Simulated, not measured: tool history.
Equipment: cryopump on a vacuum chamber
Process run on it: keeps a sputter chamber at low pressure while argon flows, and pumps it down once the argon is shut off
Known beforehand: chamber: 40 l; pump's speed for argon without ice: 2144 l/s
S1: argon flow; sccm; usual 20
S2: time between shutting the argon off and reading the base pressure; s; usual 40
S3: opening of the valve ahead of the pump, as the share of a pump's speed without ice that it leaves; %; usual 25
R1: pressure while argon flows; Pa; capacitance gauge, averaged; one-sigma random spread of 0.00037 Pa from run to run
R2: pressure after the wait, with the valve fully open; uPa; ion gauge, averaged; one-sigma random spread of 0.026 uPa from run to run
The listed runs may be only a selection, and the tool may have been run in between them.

run    hour  S1   S2  S3      R1    R2
  1       0  20   40  25  0.0639  2.89
         37  -- leaking fittings of the chamber tightened, without venting
  2      37  20   40  25  0.0631  1.14
  3      79  20   40  25  0.0636  1.13
  4   116.9  20   40  25  0.0637   1.2
  5   158.3  20   40  25  0.0637  1.14
  6     193  20   40  22  0.0728  1.21
  7   229.5  20   40  22   0.072  1.25
  8   260.1  20   40  22  0.0723  1.24
  9   287.6  20   40  22  0.0722   1.3
 10   328.1  20   40  22  0.0724  1.29
 11   356.6  20   40  25  0.0648  1.26
 12   398.4  20   40  25  0.0641  1.27
 13   430.3  20   40  20  0.0801  1.29
 14   458.7  20   40  20    0.08  1.32
 15   496.2  20   40  26  0.0622  1.37
 16   537.7  17   40  25  0.0546  1.36
 17   566.4  20   40  31   0.052  1.37
 18   592.9  20   40  23  0.0703   1.4
 19   636.3  20   40  23  0.0695  1.41
 20   672.5   8   40  17  0.0374  1.46
 21   694.6   9  125  25  0.0293  0.82
 22   723.5  32  125  25  0.1035  0.84
 23   750.3  32  159  51  0.0521  0.73
 24   790.3  37  296  51  0.0604  0.68
 25     821  37  296  51  0.0601  0.67
 26   862.2  18  178  19  0.0768  0.76
 27   881.8  30  176  48  0.0525  0.83
 28   906.7  30  176  48  0.0518  0.84
 29   947.1  26  208  48  0.0457  0.84
 30   989.4  26  141  32  0.0669  0.93
 31  1021.2  20  248  25  0.0654  0.82
 32  1052.4  16   29  46  0.0292  2.02
 33  1085.1  13  230  20  0.0525  0.88
 34  1122.5  10   40  17  0.0477   1.7

Measured result minus the same run's result without the hidden state. Both carry the same run-to-run variation, though not necessarily the same gauge scatter:
Hidden state at play: pump's speed, % of a pump's without ice; cold plate's temperature, K; leak into the chamber, uPa l/s; drift of the gauge itself on working_pa, %; drift of the gauge itself on base_upa, %.
run       R1     R2
  1  +0.0005  +1.75
  2  +0.0005  +0.03
  3  +0.0006  +0.04
  4  +0.0006  +0.06
  5  +0.0007  +0.08
  6  +0.0007   +0.1
  7  +0.0007  +0.12
  8  +0.0009  +0.13
  9  +0.0008  +0.15
 10  +0.0009  +0.17
 11   +0.001  +0.18
 12   +0.001   +0.2
 13  +0.0011  +0.22
 14  +0.0011  +0.23
 15  +0.0012  +0.26
 16  +0.0011  +0.27
 17  +0.0013  +0.29
 18  +0.0014   +0.3
 19  +0.0014  +0.32
 20  +0.0006  +0.36
 21  +0.0007  +0.36
 22  +0.0025  +0.37
 23  +0.0025  +0.39
 24   +0.003  +0.42
 25  +0.0031  +0.42
 26  +0.0016  +0.44
 27  +0.0027  +0.47
 28  +0.0027  +0.49
 29  +0.0025  +0.51
 30  +0.0026  +0.53
 31   +0.002  +0.54
 32  +0.0017  +0.55
 33  +0.0014  +0.59
 34  +0.0011   +0.6
